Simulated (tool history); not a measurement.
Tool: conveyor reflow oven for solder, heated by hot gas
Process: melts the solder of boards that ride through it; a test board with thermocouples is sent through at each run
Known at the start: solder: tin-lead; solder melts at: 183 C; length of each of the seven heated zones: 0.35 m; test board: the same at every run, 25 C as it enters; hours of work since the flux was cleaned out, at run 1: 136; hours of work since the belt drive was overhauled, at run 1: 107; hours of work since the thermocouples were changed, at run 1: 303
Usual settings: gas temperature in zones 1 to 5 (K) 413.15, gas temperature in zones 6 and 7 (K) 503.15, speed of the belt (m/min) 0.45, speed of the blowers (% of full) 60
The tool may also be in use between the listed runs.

run,day,gas temperature in zones 1 to 5 (K),gas temperature in zones 6 and 7 (K),speed of the belt (m/min),speed of the blowers (% of full),hours of work since the flux was cleaned out,hours of work since the belt drive was overhauled,hours of work since the thermocouples were changed,highest temperature of the board (K),time above the solder's melting point (s)
1,0,413.15,503.15,0.45,60,136,107,303,485.45,65.9
2,0.383,413.15,503.15,0.45,60,143,114,309,485.35,65.8
3,0.775,413.15,503.15,0.45,60,150,121,317,485.65,66
4,1.15,413.15,498.15,0.45,60,157,128,323,480.95,61
5,1.354,413.15,498.15,0.45,60,161,132,327,480.65,60.7
6,1.596,413.15,498.15,0.45,60,165,136,331,480.95,60.9
7,1.862,413.15,498.15,0.45,60,170,141,336,481.05,60.9
8,2.096,413.15,503.15,0.45,60,174,145,340,484.85,65.9
9,2.496,413.15,508.15,0.45,60,181,152,347,489.65,70.2
10,2.929,413.15,503.15,0.45,60,189,160,355,485.25,65.5
11,3.208,413.15,503.15,0.45,60,194,165,360,485.55,65.6
12,3.4,420.15,503.15,0.45,60,197,168,364,487.05,70.5
13,3.7,413.15,503.15,0.45,60,203,174,369,484.85,65.5
14,3.879,413.15,503.15,0.45,60,206,177,372,485.25,65.8
15,4.288,413.15,503.15,0.524,60,213,184,379,479.95,49.3
16,4.508,418.15,503.15,0.45,60,217,188,383,485.85,68.8
17,4.888,422.15,498.15,0.45,81,224,195,390,484.95,71.6
18,5.096,422.15,498.15,0.45,81,228,199,394,485.05,71.3
19,5.388,413.15,508.15,0.442,85,233,204,399,493.45,76.2
20,5.792,413.15,511.15,0.508,53,240,211,406,486.45,57.5
21,6.225,413.15,511.15,0.508,53,248,219,414,486.35,57.5
22,6.467,413.15,511.15,0.508,53,252,223,419,485.95,57.4
23,6.771,414.15,502.15,0.461,52,258,229,424,481.75,60
24,6.988,419.15,502.15,0.4,76,262,233,428,490.05,84.6
25,7.392,419.15,502.15,0.4,76,269,240,435,490.15,84.7
26,7.821,419.15,502.15,0.4,76,277,248,443,490.15,84.7
27,8.175,413.15,502.15,0.406,76,283,254,449,489.05,79
28,8.496,424.15,504.15,0.393,67,289,260,455,491.95,90.5
29,8.9,426.15,503.15,0.45,60,296,267,462,487.05,74.6
30,9.288,426.15,504.15,0.4,57,303,274,469,490.55,88.6
31,9.529,413.15,511.15,0.363,60,307,278,473,497.95,97.4

3 ways to go on from here, each from the tool as it stands after run 31. What would each give?
A,9.821,414.15,503.15,0.45,75,312,283,479,?,?
B,9.821,413.15,503.15,0.45,64,312,283,479,?,?
C,9.821,405.15,511.15,0.373,60,312,283,479,?,?

run,highest temperature of the board (K),time above the solder's melting point (s)
A,486.95,69
B,485.45,65.7
C,496.15,89.2
Without the tool's hidden state the same runs would have given:
run,highest temperature of the board (K),time above the solder's melting point (s)
A,489.65,71.5
B,488.25,68.4
C,498.85,91.4
